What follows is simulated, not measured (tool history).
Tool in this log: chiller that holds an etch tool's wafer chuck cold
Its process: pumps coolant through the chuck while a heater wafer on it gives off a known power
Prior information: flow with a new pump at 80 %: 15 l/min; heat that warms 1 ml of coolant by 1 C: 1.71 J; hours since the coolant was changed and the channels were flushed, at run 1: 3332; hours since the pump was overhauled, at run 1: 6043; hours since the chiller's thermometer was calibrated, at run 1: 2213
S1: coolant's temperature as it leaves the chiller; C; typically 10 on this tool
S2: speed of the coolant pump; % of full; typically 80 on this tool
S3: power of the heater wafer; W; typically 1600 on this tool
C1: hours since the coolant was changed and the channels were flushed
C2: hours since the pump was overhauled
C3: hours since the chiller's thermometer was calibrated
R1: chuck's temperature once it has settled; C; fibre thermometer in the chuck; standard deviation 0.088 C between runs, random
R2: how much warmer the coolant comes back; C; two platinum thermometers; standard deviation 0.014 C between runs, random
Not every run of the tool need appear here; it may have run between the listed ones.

| run | hour | S1 | S2 | S3 | C1 | C2 | C3 | R1 | R2 |
|---|---|---|---|---|---|---|---|---|---|
| 1 | 0.0 | 10 | 80 | 1600 | 3332 | 6043 | 2213 | 26.49 | 4.00 |
| 2 | 179.2 | 10 | 80 | 1545 | 3511 | 6222 | 2393 | 25.88 | 3.85 |
| 3 | 284.9 | 10 | 83 | 1600 | 3617 | 6328 | 2498 | 25.89 | 3.86 |
| 4 | 424.8 | 10 | 83 | 990 | 3757 | 6468 | 2638 | 19.79 | 2.40 |
| 5 | 517.3 | 10 | 83 | 990 | 3850 | 6561 | 2731 | 19.83 | 2.40 |
| 6 | 669.3 | 10 | 80 | 1600 | 4002 | 6713 | 2883 | 26.54 | 4.00 |
| 7 | 776.5 | 10 | 80 | 1600 | 4109 | 6820 | 2990 | 26.73 | 4.00 |
| 8 | 942.8 | 10 | 66 | 1600 | 4275 | 6986 | 3156 | 29.46 | 5.02 |
| 9 | 1102.4 | 10 | 66 | 1600 | 4435 | 7146 | 3316 | 29.74 | 5.02 |
| 10 | 1333.5 | 10 | 66 | 1600 | 4666 | 7377 | 3547 | 29.73 | 5.03 |
| 11 | 1479.4 | 8 | 80 | 1600 | 4812 | 7523 | 3693 | 24.98 | 4.06 |
| 12 | 1686.5 | 8 | 80 | 1475 | 5019 | 7730 | 3900 | 23.69 | 3.75 |
|  | 1758.8 | chiller's thermometer calibrated |
| 13 | 1785.9 | 19 | 97 | 805 | 5117 | 7828 | 27 | 26.91 | 1.65 |
| 14 | 1994.9 | 7 | 85 | 1786 | 5326 | 8037 | 236 | 26.14 | 4.25 |
|  | 2064.3 | coolant changed, channels flushed |
| 15 | 2159.8 | 10 | 62 | 2014 | 95 | 8196 | 395 | 34.79 | 6.85 |
| 16 | 2275.1 | 2 | 87 | 1050 | 211 | 8311 | 510 | 11.90 | 2.45 |
|  | 2292.0 | coolant pump overhauled |
| 17 | 2469.5 | 2 | 87 | 1050 | 400 | 178 | 700 | 11.55 | 2.22 |
| 18 | 2573.6 | 2 | 87 | 1519 | 504 | 282 | 804 | 15.73 | 3.24 |
| 19 | 2789.8 | 2 | 73 | 1018 | 720 | 498 | 1020 | 12.45 | 2.65 |
| 20 | 2895.4 | 16 | 80 | 1600 | 826 | 603 | 1126 | 31.33 | 3.76 |
| 21 | 3105.0 | 7 | 77 | 1600 | 1036 | 813 | 1335 | 22.74 | 3.92 |
| 22 | 3205.8 | 7 | 77 | 1600 | 1137 | 914 | 1436 | 22.88 | 3.92 |
| 23 | 3323.5 | 18 | 72 | 1600 | 1254 | 1032 | 1554 | 34.86 | 4.25 |

Branching from run 23: 3 alternative next runs. What would each branch give?
| A | 3522.9 | 1 | 95 | 1484 | 1454 | 1231 | 1753 | ? | ? |
| B | 3522.9 | 17 | 93 | 1624 | 1454 | 1231 | 1753 | ? | ? |
| C | 3522.9 | 5 | 97 | 1404 | 1454 | 1231 | 1753 | ? | ? |

| run | R1 | R2 |
|---|---|---|
| A | 13.73 | 2.90 |
| B | 31.22 | 3.25 |
| C | 16.73 | 2.65 |
Without the tool's unlogged condition, the same runs would have read:
| run | R1 | R2 |
|---|---|---|
| A | 13.38 | 2.87 |
| B | 30.80 | 3.21 |
| C | 16.42 | 2.62 |

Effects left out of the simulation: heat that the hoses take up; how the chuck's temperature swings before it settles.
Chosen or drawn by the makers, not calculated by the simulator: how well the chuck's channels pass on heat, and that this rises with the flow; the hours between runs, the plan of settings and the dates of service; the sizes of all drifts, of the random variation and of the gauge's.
